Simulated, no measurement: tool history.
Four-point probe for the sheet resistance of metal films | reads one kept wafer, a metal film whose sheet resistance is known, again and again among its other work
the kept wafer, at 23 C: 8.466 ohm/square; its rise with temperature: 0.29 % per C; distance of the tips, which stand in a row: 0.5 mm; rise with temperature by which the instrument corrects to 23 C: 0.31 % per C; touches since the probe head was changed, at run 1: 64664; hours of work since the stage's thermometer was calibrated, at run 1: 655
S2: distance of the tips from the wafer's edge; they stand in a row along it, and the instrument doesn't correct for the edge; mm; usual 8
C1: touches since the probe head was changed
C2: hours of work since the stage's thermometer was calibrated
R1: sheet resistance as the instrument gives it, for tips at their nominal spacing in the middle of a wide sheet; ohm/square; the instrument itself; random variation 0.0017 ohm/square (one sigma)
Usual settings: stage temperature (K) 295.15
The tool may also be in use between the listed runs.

Run 1, hour 0.0: usual settings; C1 64664; C2 655. Result: R1 8.514634 ohm/square.
Run 2, hour 52.3: usual settings; C1 65736; C2 696. Result: R1 8.520838 ohm/square.
Run 3, hour 143.8: usual settings; C1 67613; C2 768. Result: R1 8.517566 ohm/square.
Run 4, hour 189.4: usual settings; C1 68548; C2 804. Result: R1 8.519355 ohm/square.
Run 5, hour 274.4: usual settings; C1 70291; C2 871. Result: R1 8.520417 ohm/square.
Run 6, hour 342.5: usual settings; C1 71687; C2 925. Result: R1 8.522919 ohm/square.
Run 7, hour 408.7: usual settings but stage temperature (K) 293.15; C1 73045; C2 977. Result: R1 8.524113 ohm/square.
Run 8, hour 505.1: usual settings but stage temperature (K) 294.15; C1 75021; C2 1053. Result: R1 8.523797 ohm/square.
Run 9, hour 580.1: usual settings but stage temperature (K) 294.15; C1 76559; C2 1112. Result: R1 8.524447 ohm/square.
Run 10, hour 645.3: usual settings but stage temperature (K) 302.15, S2 23 mm; C1 77896; C2 1164. Result: R1 8.491991 ohm/square.
Run 11, hour 730.1: usual settings but stage temperature (K) 304.15, S2 3 mm; C1 79635; C2 1231. Result: R1 8.612759 ohm/square.
Run 12, hour 810.2: usual settings but stage temperature (K) 304.15, S2 3 mm; C1 81278; C2 1294. Result: R1 8.618706 ohm/square.
Run 13, hour 875.1: usual settings but stage temperature (K) 293.15, S2 14 mm; C1 82610; C2 1345. Result: R1 8.515662 ohm/square.
Run 14, hour 978.3: usual settings but stage temperature (K) 306.15, S2 7 mm; C1 84724; C2 1426. Result: R1 8.509869 ohm/square.
Run 15, hour 1034.3: usual settings but stage temperature (K) 298.15, S2 29 mm; C1 85874; C2 1471. Result: R1 8.499091 ohm/square.
Run 16, hour 1096.5: usual settings but stage temperature (K) 293.15, S2 29 mm; C1 87148; C2 1520. Result: R1 8.510506 ohm/square.
Run 17, hour 1164.7: usual settings but stage temperature (K) 293.15, S2 29 mm; C1 88547; C2 1573. Result: R1 8.508655 ohm/square.

Some steps in R1 between neighbouring runs. How much of each would the tool show without its hidden state too (settings, what came in, random variation), and how much is left for the hidden state, with any gauge scatter that isn't in both results?
The hidden state here: inner tips' distance over the nominal, %; tips' flats over new ones', %; wafer's true temperature over the reading, C; drift of the gauge itself on sheet_ohm, %.
Run 10 -> 11: stage temperature (K) 302.15 -> 304.15, S2 23 -> 3. R1 +0.120768 ohm/square: hidden state +0.000970, all else +0.119798.
